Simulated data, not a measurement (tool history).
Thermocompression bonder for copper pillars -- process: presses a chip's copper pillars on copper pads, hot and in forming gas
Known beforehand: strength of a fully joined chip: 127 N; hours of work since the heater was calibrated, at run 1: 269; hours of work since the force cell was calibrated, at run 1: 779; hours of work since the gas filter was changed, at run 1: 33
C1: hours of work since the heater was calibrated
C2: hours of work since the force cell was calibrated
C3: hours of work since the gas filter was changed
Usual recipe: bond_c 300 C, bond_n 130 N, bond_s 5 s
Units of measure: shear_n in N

{"run": 1, "hour": 0.0, "bond_c": 300, "bond_n": 130, "bond_s": 5, "C1": 269, "C2": 779, "C3": 33, "shear_n": 48.5}
{"run": 2, "hour": 34.0, "bond_c": 323, "bond_n": 130, "bond_s": 5, "C1": 287, "C2": 797, "C3": 51, "shear_n": 57.4}
{"run": 3, "hour": 69.1, "bond_c": 323, "bond_n": 130, "bond_s": 5, "C1": 305, "C2": 815, "C3": 69, "shear_n": 57.2}
{"run": 4, "hour": 102.6, "bond_c": 300, "bond_n": 130, "bond_s": 5, "C1": 322, "C2": 832, "C3": 86, "shear_n": 48.1}
{"run": 5, "hour": 135.3, "bond_c": 300, "bond_n": 130, "bond_s": 15, "C1": 339, "C2": 849, "C3": 103, "shear_n": 71.1}
{"run": 6, "hour": 157.8, "bond_c": 300, "bond_n": 130, "bond_s": 8, "C1": 351, "C2": 860, "C3": 115, "shear_n": 57.4}
{"run": 7, "hour": 204.1, "bond_c": 300, "bond_n": 130, "bond_s": 8, "C1": 375, "C2": 884, "C3": 139, "shear_n": 57.1}
{"run": 8, "hour": 231.9, "bond_c": 300, "bond_n": 130, "bond_s": 8, "C1": 389, "C2": 899, "C3": 153, "shear_n": 56.9}
{"run": 9, "hour": 259.2, "bond_c": 300, "bond_n": 130, "bond_s": 8, "C1": 403, "C2": 913, "C3": 167, "shear_n": 56.9}
{"run": 10, "hour": 294.3, "bond_c": 300, "bond_n": 130, "bond_s": 8, "C1": 421, "C2": 931, "C3": 185, "shear_n": 56.5}
{"hour": 298.9, "done": "heater calibrated with a thermocouple chip"}
{"run": 11, "hour": 326.1, "bond_c": 313, "bond_n": 132, "bond_s": 5, "C1": 14, "C2": 946, "C3": 201, "shear_n": 53.4}
{"run": 12, "hour": 359.8, "bond_c": 313, "bond_n": 132, "bond_s": 5, "C1": 31, "C2": 964, "C3": 218, "shear_n": 53.6}
{"run": 13, "hour": 390.6, "bond_c": 283, "bond_n": 132, "bond_s": 5, "C1": 47, "C2": 979, "C3": 234, "shear_n": 42.8}
{"run": 14, "hour": 438.4, "bond_c": 283, "bond_n": 132, "bond_s": 5, "C1": 72, "C2": 1004, "C3": 258, "shear_n": 41.5}
{"run": 15, "hour": 463.8, "bond_c": 324, "bond_n": 162, "bond_s": 15, "C1": 85, "C2": 1017, "C3": 272, "shear_n": 89.9}
{"run": 16, "hour": 490.9, "bond_c": 291, "bond_n": 115, "bond_s": 11, "C1": 99, "C2": 1031, "C3": 286, "shear_n": 54.9}
{"run": 17, "hour": 516.3, "bond_c": 274, "bond_n": 145, "bond_s": 6, "C1": 112, "C2": 1044, "C3": 299, "shear_n": 44.3}
{"hour": 534.8, "done": "heater calibrated with a thermocouple chip, once more"}
{"run": 18, "hour": 556.7, "bond_c": 329, "bond_n": 92, "bond_s": 6, "C1": 11, "C2": 1064, "C3": 318, "shear_n": 49.4}
{"run": 19, "hour": 597.7, "bond_c": 329, "bond_n": 92, "bond_s": 6, "C1": 32, "C2": 1085, "C3": 340, "shear_n": 48.4}
{"run": 20, "hour": 619.0, "bond_c": 328, "bond_n": 195, "bond_s": 11, "C1": 43, "C2": 1096, "C3": 350, "shear_n": 85.8}

Predict each of these 5 candidate next runs independently; none follows another, all start after run 20:
{"run": "A", "hour": 655.1, "bond_c": 328, "bond_n": 195, "bond_s": 4, "C1": 62, "C2": 1115, "C3": 369, "shear_n": "?"}
{"run": "B", "hour": 655.1, "bond_c": 330, "bond_n": 91, "bond_s": 9, "C1": 62, "C2": 1115, "C3": 369, "shear_n": "?"}
{"run": "C", "hour": 655.1, "bond_c": 328, "bond_n": 179, "bond_s": 6, "C1": 62, "C2": 1115, "C3": 369, "shear_n": "?"}
{"run": "D", "hour": 655.1, "bond_c": 300, "bond_n": 94, "bond_s": 5, "C1": 62, "C2": 1115, "C3": 369, "shear_n": "?"}
{"run": "E", "hour": 655.1, "bond_c": 300, "bond_n": 158, "bond_s": 5, "C1": 62, "C2": 1115, "C3": 369, "shear_n": "?"}

run=A shear_n=63.8
run=B shear_n=56.3
run=C shear_n=70.5
run=D shear_n=36.3
run=E shear_n=50.4
Take away the tool's hidden state, keep each run's random variation, and the runs would have read:
run=A shear_n=66
run=B shear_n=58.2
run=C shear_n=73.1
run=D shear_n=37.3
run=E shear_n=52
